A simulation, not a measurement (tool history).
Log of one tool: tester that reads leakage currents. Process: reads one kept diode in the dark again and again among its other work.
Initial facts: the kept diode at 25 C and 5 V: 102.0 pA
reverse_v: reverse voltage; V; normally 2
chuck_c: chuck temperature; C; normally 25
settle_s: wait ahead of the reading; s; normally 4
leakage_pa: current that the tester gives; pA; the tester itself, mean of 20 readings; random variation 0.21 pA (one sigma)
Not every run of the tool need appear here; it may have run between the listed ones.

run 1 hour=0 | reverse_v=2 chuck_c=25 settle_s=4 | leakage_pa=67.63
run 2 hour=47.1 | reverse_v=2 chuck_c=25 settle_s=4 | leakage_pa=67.83
run 3 hour=134.6 | reverse_v=7.6 chuck_c=25 settle_s=4 | leakage_pa=118.68
run 4 hour=208.9 | reverse_v=7.6 chuck_c=25 settle_s=4 | leakage_pa=117.59
run 5 hour=269.2 | reverse_v=2 chuck_c=27 settle_s=4 | leakage_pa=80.03
run 6 hour=311.8 | reverse_v=2 chuck_c=27 settle_s=4 | leakage_pa=79.5
-- hour=322.2 chuck's temperature calibrated
run 7 hour=380.1 | reverse_v=2 chuck_c=27 settle_s=4 | leakage_pa=78.81
run 8 hour=460.5 | reverse_v=2 chuck_c=27 settle_s=4 | leakage_pa=78.29
run 9 hour=529.7 | reverse_v=2 chuck_c=27 settle_s=4 | leakage_pa=78
run 10 hour=594.3 | reverse_v=2 chuck_c=21 settle_s=4 | leakage_pa=45.41
run 11 hour=694.9 | reverse_v=2 chuck_c=21 settle_s=0.89 | leakage_pa=45.71
run 12 hour=769.5 | reverse_v=2 chuck_c=45 settle_s=0.38 | leakage_pa=349.7

Run 13 has not been measured yet. What should we expect?
-- hour=786.6 chuck's temperature calibrated, once more
run 13 hour=850.6 | reverse_v=12.63 chuck_c=25 settle_s=8.9 | leakage_pa=?

leakage_pa: 151.61 pA
Were there no unlogged condition in the tool, this run, its random variation unchanged, would have produced leakage_pa 150.92 pA.
